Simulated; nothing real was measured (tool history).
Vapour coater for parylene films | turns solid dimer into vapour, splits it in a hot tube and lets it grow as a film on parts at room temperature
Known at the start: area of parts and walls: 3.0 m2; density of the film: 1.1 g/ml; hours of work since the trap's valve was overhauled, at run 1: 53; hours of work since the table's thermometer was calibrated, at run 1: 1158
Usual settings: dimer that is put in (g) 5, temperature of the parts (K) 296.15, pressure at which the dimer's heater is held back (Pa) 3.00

run    hour  dimer that is put in (g)  temperature of the parts (K)  pressure at which the dimer's heater is held back (Pa)  hours of work since the trap's valve was overhauled  hours of work since the table's thermometer was calibrated  thickness of the film (um)
  1     0.0                         5                        296.15                                                    3.00                                                   53                                                        1158                       0.925
  2    38.3                         5                        296.15                                                    8.73                                                   84                                                        1189                       0.829
  3    60.1                         5                        296.15                                                    8.73                                                  102                                                        1207                       0.837
  4    97.9                         5                        296.15                                                    8.73                                                  132                                                        1237                       0.831
  5   144.3                         5                        296.15                                                    8.73                                                  170                                                        1275                       0.823
  6   165.8                         5                        296.15                                                    8.73                                                  187                                                        1292                       0.823
  7   190.1                         5                        296.15                                                    3.00                                                  207                                                        1312                       0.889
  8   235.5                         5                        296.15                                                    3.00                                                  243                                                        1348                       0.869
  9   273.6                         5                        296.15                                                    3.00                                                  274                                                        1379                       0.873
 10   323.5                         5                        296.15                                                    3.00                                                  315                                                        1419                       0.851
      348.6  -- trap's valve overhauled
 11   366.8                         5                        296.15                                                    3.00                                                   15                                                        1451                       0.931
 12   388.9                         5                        296.15                                                    3.00                                                   33                                                        1469                       0.932
 13   418.8                         5                        296.15                                                    3.00                                                   57                                                        1493                       0.924
 14   462.1                         5                        296.15                                                    3.00                                                   92                                                        1528                       0.923
 15   494.5                         5                        296.15                                                    3.00                                                  118                                                        1554                       0.919
 16   537.3                         5                        296.15                                                    3.00                                                  152                                                        1589                       0.905
 17   580.9                         5                        296.15                                                    3.00                                                  188                                                        1624                       0.901
 18   601.9                         5                        296.15                                                    3.00                                                  205                                                        1641                       0.887
      606.3  -- table's thermometer calibrated
 19   637.7                         5                        296.15                                                    8.62                                                  233                                                          25                       0.792
 20   684.3                         9                        296.15                                                    8.62                                                  270                                                          63                       1.450
 21   719.2                         9                        296.15                                                    8.62                                                  298                                                          91                       1.427
 22   746.1                         9                        296.15                                                    8.62                                                  320                                                         113                       1.428
      763.6  -- trap's valve overhauled
      783.0  -- table's thermometer calibrated, once more
 23   796.3                         6                        290.15                                                    8.28                                                   26                                                          11                       1.339
 24   832.4                         2                        294.15                                                    7.10                                                   55                                                          40                       0.361
 25   870.5                         4                        297.15                                                    3.00                                                   85                                                          71                       0.691
 26   895.2                         4                        297.15                                                    3.00                                                  105                                                          91                       0.670
 27   921.5                         4                        297.15                                                    3.00                                                  127                                                         112                       0.663
 28   966.4                         3                        301.15                                                   11.52                                                  163                                                         148                       0.368
 29  1003.9                         3                        292.15                                                    6.93                                                  193                                                         178                       0.584
 30  1037.5                         2                        296.15                                                    2.44                                                  220                                                         206                       0.355
 31  1063.5                         2                        296.15                                                    2.44                                                  241                                                         227                       0.358
 32  1093.0                         5                        308.15                                                    2.90                                                  265                                                         250                       0.468
 33  1137.0                         5                        308.15                                                    2.58                                                  301                                                         286                       0.467
 34  1172.6                         5                        308.15                                                    2.58                                                  329                                                         315                       0.456
     1180.9  -- trap's valve overhauled
 35  1216.0                         5                        296.15                                                    3.44                                                   28                                                         346                       0.897
 36  1260.8                         5                        296.15                                                    3.44                                                   65                                                         383                       0.897
 37  1283.5                         3                        291.15                                                    4.51                                                   83                                                         401                       0.666
 38  1309.8                         5                        292.15                                                    3.00                                                  104                                                         422                       1.092
 39  1358.7                         5                        303.15                                                    3.00                                                  144                                                         462                       0.631

5 ways to go on from here, each from the tool as it stands after run 39. What would each give?
  A  1406.6                         5                        303.15                                                    2.43                                                  182                                                         500                           ?
  B  1406.6                         2                        296.15                                                    9.82                                                  182                                                         500                           ?
  C  1406.6                         5                        295.15                                                    2.70                                                  182                                                         500                           ?
  D  1406.6                         5                        302.15                                                    7.66                                                  182                                                         500                           ?
  E  1406.6                         5                        296.15                                                    5.32                                                  182                                                         500                           ?

run  thickness of the film (um)
  A                       0.634
  B                       0.316
  C                       0.916
  D                       0.591
  E                       0.833
Without the tool's hidden state the same runs would have given:
run  thickness of the film (um)
  A                       0.664
  B                       0.331
  C                       0.961
  D                       0.620
  E                       0.873

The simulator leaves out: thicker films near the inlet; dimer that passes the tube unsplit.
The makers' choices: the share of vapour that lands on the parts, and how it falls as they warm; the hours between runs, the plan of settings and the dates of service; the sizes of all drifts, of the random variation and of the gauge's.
